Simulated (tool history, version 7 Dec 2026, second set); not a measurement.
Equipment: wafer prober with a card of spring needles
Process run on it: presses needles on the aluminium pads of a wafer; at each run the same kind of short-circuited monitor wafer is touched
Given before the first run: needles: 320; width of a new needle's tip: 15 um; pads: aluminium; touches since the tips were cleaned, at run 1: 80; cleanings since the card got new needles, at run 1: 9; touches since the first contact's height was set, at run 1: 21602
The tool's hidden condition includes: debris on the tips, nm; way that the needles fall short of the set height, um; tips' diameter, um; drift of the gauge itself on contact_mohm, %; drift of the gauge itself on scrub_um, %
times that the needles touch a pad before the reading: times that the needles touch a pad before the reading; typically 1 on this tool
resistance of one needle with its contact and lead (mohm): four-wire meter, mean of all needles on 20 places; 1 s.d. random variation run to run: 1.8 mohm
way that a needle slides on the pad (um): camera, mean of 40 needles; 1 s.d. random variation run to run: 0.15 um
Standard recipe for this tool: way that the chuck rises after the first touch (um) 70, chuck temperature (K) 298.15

run   hour  way that the chuck rises after the first touch (um)  chuck temperature (K)  times that the needles touch a pad before the reading  touches since the tips were cleaned  cleanings since the card got new needles  touches since the first contact's height was set  resistance of one needle with its contact and lead (mohm)  way that a needle slides on the pad (um)
  1    0.0                                                   70                 298.15                                                      1                                   80                                         9                                             21602                                                        196                                     14.11
       9.3  -- tips cleaned on abrasive film
      17.4  -- tips cleaned on abrasive film
      25.9  -- tips cleaned on abrasive film
  2   25.9                                                   70                 298.15                                                      1                                    0                                        12                                             28151                                                        193                                     13.87
      34.0  -- tips cleaned on abrasive film
      43.7  -- tips cleaned on abrasive film
      53.6  -- tips cleaned on abrasive film
  3   55.4                                                   72                 298.15                                                      1                                  471                                        15                                             35636                                                        212                                     14.06
      63.5  -- tips cleaned on abrasive film
      73.3  -- tips cleaned on abrasive film
      83.2  -- tips cleaned on abrasive film
  4   88.7                                                   72                 349.15                                                      1                                 1404                                        18                                             44083                                                        243                                     14.50
      92.8  -- tips cleaned on abrasive film
     100.9  -- tips cleaned on abrasive film
     110.8  -- tips cleaned on abrasive film
     120.5  -- tips cleaned on abrasive film
  5  124.4                                                   72                 349.15                                                      1                                 1000                                        22                                             53119                                                        238                                     14.25
     130.5  -- tips cleaned on abrasive film
     140.3  -- tips cleaned on abrasive film
     148.4  -- tips cleaned on abrasive film
  6  153.0                                                   51                 298.15                                                      1                                 1165                                        25                                             60352                                                        278                                      9.97
     157.1  -- tips cleaned on abrasive film
     166.7  -- tips cleaned on abrasive film
     174.8  -- tips cleaned on abrasive film
     184.1  -- tips cleaned on abrasive film
  7  188.8                                                   51                 298.15                                                      1                                 1203                                        29                                             69430                                                        279                                      9.75

Run 8 is up next; what results do you expect?
     192.9  -- tips cleaned on abrasive film
     202.9  -- tips cleaned on abrasive film
     213.0  -- tips cleaned on abrasive film
  8  219.8                                                   51                 298.15                                                      1                                 1743                                        32                                             77290                                                          ?                                         ?

{"run 8": {"resistance of one needle with its contact and lead (mohm)": 288, "way that a needle slides on the pad (um)": 9.72}}
On a tool with no hidden condition, and with the same random variation, this run would have come out at resistance of one needle with its contact and lead (mohm) 185, way that a needle slides on the pad (um) 10.37.
